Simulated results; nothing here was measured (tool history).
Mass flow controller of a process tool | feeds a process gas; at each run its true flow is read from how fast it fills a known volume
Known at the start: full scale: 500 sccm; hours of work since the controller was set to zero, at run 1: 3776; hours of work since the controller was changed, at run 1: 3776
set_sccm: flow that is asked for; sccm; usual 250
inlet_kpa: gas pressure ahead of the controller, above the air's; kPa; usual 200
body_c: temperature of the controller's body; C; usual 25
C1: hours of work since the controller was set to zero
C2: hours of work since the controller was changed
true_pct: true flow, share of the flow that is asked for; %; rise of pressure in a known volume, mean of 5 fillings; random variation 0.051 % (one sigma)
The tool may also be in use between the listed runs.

run 1 hour=0.0 | set_sccm=250 inlet_kpa=200 body_c=25 | C1=3776 C2=3776 | true_pct=98.91
run 2 hour=140.2 | set_sccm=206 inlet_kpa=200 body_c=25 | C1=3855 C2=3855 | true_pct=98.82
run 3 hour=288.4 | set_sccm=206 inlet_kpa=200 body_c=25 | C1=3940 C2=3940 | true_pct=98.89
run 4 hour=520.3 | set_sccm=154 inlet_kpa=200 body_c=25 | C1=4072 C2=4072 | true_pct=98.81
run 5 hour=789.6 | set_sccm=154 inlet_kpa=200 body_c=25 | C1=4225 C2=4225 | true_pct=98.81
run 6 hour=1027.3 | set_sccm=103 inlet_kpa=200 body_c=25 | C1=4361 C2=4361 | true_pct=99.20
run 7 hour=1152.9 | set_sccm=250 inlet_kpa=220 body_c=25 | C1=4432 C2=4432 | true_pct=99.04
run 8 hour=1301.8 | set_sccm=250 inlet_kpa=220 body_c=25 | C1=4517 C2=4517 | true_pct=99.09
run 9 hour=1520.3 | set_sccm=250 inlet_kpa=220 body_c=25 | C1=4642 C2=4642 | true_pct=99.16
run 10 hour=1699.5 | set_sccm=250 inlet_kpa=220 body_c=25 | C1=4744 C2=4744 | true_pct=99.15
run 11 hour=1843.5 | set_sccm=250 inlet_kpa=154 body_c=25 | C1=4826 C2=4826 | true_pct=98.70
run 12 hour=2051.2 | set_sccm=250 inlet_kpa=154 body_c=25 | C1=4944 C2=4944 | true_pct=98.58
run 13 hour=2208.1 | set_sccm=250 inlet_kpa=154 body_c=25 | C1=5033 C2=5033 | true_pct=98.66
run 14 hour=2331.7 | set_sccm=250 inlet_kpa=153 body_c=25 | C1=5104 C2=5104 | true_pct=98.73
run 15 hour=2585.7 | set_sccm=75 inlet_kpa=153 body_c=25 | C1=5249 C2=5249 | true_pct=99.84
run 16 hour=2748.4 | set_sccm=75 inlet_kpa=153 body_c=25 | C1=5341 C2=5341 | true_pct=99.79
run 17 hour=3013.3 | set_sccm=75 inlet_kpa=153 body_c=25 | C1=5492 C2=5492 | true_pct=99.90
run 18 hour=3257.3 | set_sccm=75 inlet_kpa=153 body_c=25 | C1=5631 C2=5631 | true_pct=99.95
run 19 hour=3403.8 | set_sccm=250 inlet_kpa=200 body_c=25 | C1=5715 C2=5715 | true_pct=99.03
-- hour=3428.8 controller's zero set anew
run 20 hour=3686.9 | set_sccm=250 inlet_kpa=191 body_c=25 | C1=147 C2=5876 | true_pct=99.07
run 21 hour=3857.1 | set_sccm=209 inlet_kpa=200 body_c=25 | C1=244 C2=5973 | true_pct=99.21
run 22 hour=4077.2 | set_sccm=250 inlet_kpa=200 body_c=25 | C1=369 C2=6098 | true_pct=99.24
run 23 hour=4337.0 | set_sccm=250 inlet_kpa=200 body_c=25 | C1=517 C2=6246 | true_pct=99.18
run 24 hour=4594.6 | set_sccm=250 inlet_kpa=200 body_c=25 | C1=664 C2=6393 | true_pct=99.33
-- hour=4668.9 controller's zero set anew, once more
run 25 hour=4818.8 | set_sccm=250 inlet_kpa=200 body_c=25 | C1=85 C2=6520 | true_pct=98.03
run 26 hour=4946.9 | set_sccm=250 inlet_kpa=200 body_c=25 | C1=158 C2=6593 | true_pct=98.05
run 27 hour=5175.3 | set_sccm=250 inlet_kpa=200 body_c=25 | C1=288 C2=6723 | true_pct=98.04
run 28 hour=5298.1 | set_sccm=78 inlet_kpa=144 body_c=25 | C1=358 C2=6793 | true_pct=96.87
run 29 hour=5424.9 | set_sccm=205 inlet_kpa=256 body_c=37 | C1=431 C2=6865 | true_pct=97.70
run 30 hour=5605.3 | set_sccm=406 inlet_kpa=148 body_c=25 | C1=533 C2=6968 | true_pct=98.44
run 31 hour=5817.5 | set_sccm=64 inlet_kpa=200 body_c=38 | C1=654 C2=7089 | true_pct=96.80
run 32 hour=5976.3 | set_sccm=64 inlet_kpa=190 body_c=29 | C1=745 C2=7180 | true_pct=97.19
run 33 hour=6149.2 | set_sccm=64 inlet_kpa=190 body_c=29 | C1=843 C2=7278 | true_pct=97.23
run 34 hour=6336.9 | set_sccm=64 inlet_kpa=190 body_c=29 | C1=950 C2=7385 | true_pct=97.31
run 35 hour=6504.8 | set_sccm=64 inlet_kpa=190 body_c=29 | C1=1046 C2=7481 | true_pct=97.37
run 36 hour=6701.1 | set_sccm=64 inlet_kpa=190 body_c=29 | C1=1158 C2=7592 | true_pct=97.43
run 37 hour=6869.4 | set_sccm=494 inlet_kpa=205 body_c=25 | C1=1254 C2=7688 | true_pct=99.35
run 38 hour=7093.4 | set_sccm=260 inlet_kpa=205 body_c=23 | C1=1381 C2=7816 | true_pct=98.39
run 39 hour=7234.6 | set_sccm=260 inlet_kpa=205 body_c=23 | C1=1462 C2=7896 | true_pct=98.38
run 40 hour=7382.4 | set_sccm=143 inlet_kpa=205 body_c=33 | C1=1546 C2=7981 | true_pct=97.41
run 41 hour=7582.6 | set_sccm=138 inlet_kpa=227 body_c=27 | C1=1660 C2=8095 | true_pct=98.01
run 42 hour=7738.0 | set_sccm=138 inlet_kpa=227 body_c=27 | C1=1748 C2=8183 | true_pct=97.89
run 43 hour=7973.5 | set_sccm=142 inlet_kpa=154 body_c=33 | C1=1883 C2=8317 | true_pct=97.11

5 ways to go on from here, each from the tool as it stands after run 43. What would each give?
run A hour=8171.5 | set_sccm=288 inlet_kpa=185 body_c=22 | C1=1995 C2=8430 | true_pct=?
run B hour=8171.5 | set_sccm=142 inlet_kpa=174 body_c=33 | C1=1995 C2=8430 | true_pct=?
run C hour=8171.5 | set_sccm=142 inlet_kpa=154 body_c=38 | C1=1995 C2=8430 | true_pct=?
run D hour=8171.5 | set_sccm=170 inlet_kpa=277 body_c=25 | C1=1995 C2=8430 | true_pct=?
run E hour=8171.5 | set_sccm=155 inlet_kpa=200 body_c=25 | C1=1995 C2=8430 | true_pct=?

run=A true_pct=98.39
run=B true_pct=97.32
run=C true_pct=96.83
run=D true_pct=98.57
run=E true_pct=97.98
Without the tool's hidden state the same runs would have given:
run=A true_pct=98.82
run=B true_pct=97.44
run=C true_pct=96.95
run=D true_pct=98.79
run=E true_pct=98.16
